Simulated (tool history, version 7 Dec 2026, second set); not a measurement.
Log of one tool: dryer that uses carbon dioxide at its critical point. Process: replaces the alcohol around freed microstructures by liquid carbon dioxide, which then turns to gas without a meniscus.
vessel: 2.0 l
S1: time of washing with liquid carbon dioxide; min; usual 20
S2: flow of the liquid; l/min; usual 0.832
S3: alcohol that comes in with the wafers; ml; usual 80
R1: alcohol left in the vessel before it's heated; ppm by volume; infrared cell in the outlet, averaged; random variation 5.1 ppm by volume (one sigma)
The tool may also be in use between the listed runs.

run	hour	S1	S2	S3	R1
1	0.0	20	0.832	80	264
# hour 33.9: inlet filter changed
2	39.4	20	0.832	80	212
3	84.6	20	0.832	80	215
4	141.1	20	0.832	80	235
5	198.8	20	0.832	80	256
6	236.6	24	0.886	24	180
7	293.7	16	1.208	50	197
# hour 299.1: inlet filter changed
8	339.8	16	1.208	50	206
# hour 354.3: purifier's bed changed
9	409.5	16	1.208	50	26
10	468.5	16	0.978	50	83

The same runs without the tool's hidden state, with the same run-to-run variation:
The hidden state here: flow that reaches the vessel past the clogged filter, %; alcohol in the recycled carbon dioxide, ppm; drift of the gauge itself on alcohol_ppm, %.
run	R1
1	52
2	53
3	50
4	50
5	47
6	6
7	5
8	20
9	15
10	42

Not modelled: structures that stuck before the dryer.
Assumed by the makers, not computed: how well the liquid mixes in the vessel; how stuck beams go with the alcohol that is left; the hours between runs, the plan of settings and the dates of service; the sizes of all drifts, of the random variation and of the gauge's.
